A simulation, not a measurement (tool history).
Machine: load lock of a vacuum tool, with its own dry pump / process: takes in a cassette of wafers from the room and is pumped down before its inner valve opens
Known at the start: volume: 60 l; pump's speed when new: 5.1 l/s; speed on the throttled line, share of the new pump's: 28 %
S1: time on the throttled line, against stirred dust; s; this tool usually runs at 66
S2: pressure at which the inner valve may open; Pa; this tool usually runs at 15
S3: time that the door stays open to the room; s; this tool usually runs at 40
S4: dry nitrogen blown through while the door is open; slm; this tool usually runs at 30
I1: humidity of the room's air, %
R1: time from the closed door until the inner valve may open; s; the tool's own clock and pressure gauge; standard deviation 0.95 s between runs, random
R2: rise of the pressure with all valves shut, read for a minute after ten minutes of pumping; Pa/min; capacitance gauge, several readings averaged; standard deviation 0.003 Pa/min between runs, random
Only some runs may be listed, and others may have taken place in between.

run,hour,S1,S2,S3,S4,I1,R1,R2
1,0,66,15,40,30,47.4,150.8,0.028
2,136.8,66,15,40,30,43.6,151.3,0.025
3,268.3,66,15,40,30,47.9,151,0.036
4,354.4,66,15,40,6,45.6,151.2,0.05
5,439.6,66,15,40,6,46.6,151,0.05
6,511.6,66,15,40,6,44.1,149.5,0.048
7,623.2,66,15,40,6,44.4,149.8,0.048
8,774.2,66,15,40,30,44.6,148.8,0.026
9,925.5,42,15,67,30,40.8,133.6,0.04
10,1015,35,15,40,5,45.5,127.9,0.053
11,1146.8,35,15,40,5,44,127.7,0.043
12,1231.2,35,27,40,6,44.7,121,0.05
13,1316.2,58,16,109,9,46.1,143,0.078
14,1419.1,43,17,137,9,43.2,135.3,0.084
15,1497.8,43,17,137,9,45.3,132.4,0.087
16,1591.9,66,15,40,21,39.6,151.1,0.035

Below are 4 alternative next runs, each starting from the tool's condition after run 16. Predict each:
A,1749.5,66,24,50,30,47.2,?,?
B,1749.5,101,15,40,17,43.1,?,?
C,1749.5,66,17,82,29,45.5,?,?
D,1749.5,66,22,40,6,44.3,?,?

run,R1,R2
A,144.6,0.035
B,175.3,0.04
C,149.4,0.036
D,146.5,0.047
Without the tool's unlogged condition, the same runs would have read:
run,R1,R2
A,144.6,0.035
B,175.3,0.04
C,149.3,0.036
D,146.5,0.047

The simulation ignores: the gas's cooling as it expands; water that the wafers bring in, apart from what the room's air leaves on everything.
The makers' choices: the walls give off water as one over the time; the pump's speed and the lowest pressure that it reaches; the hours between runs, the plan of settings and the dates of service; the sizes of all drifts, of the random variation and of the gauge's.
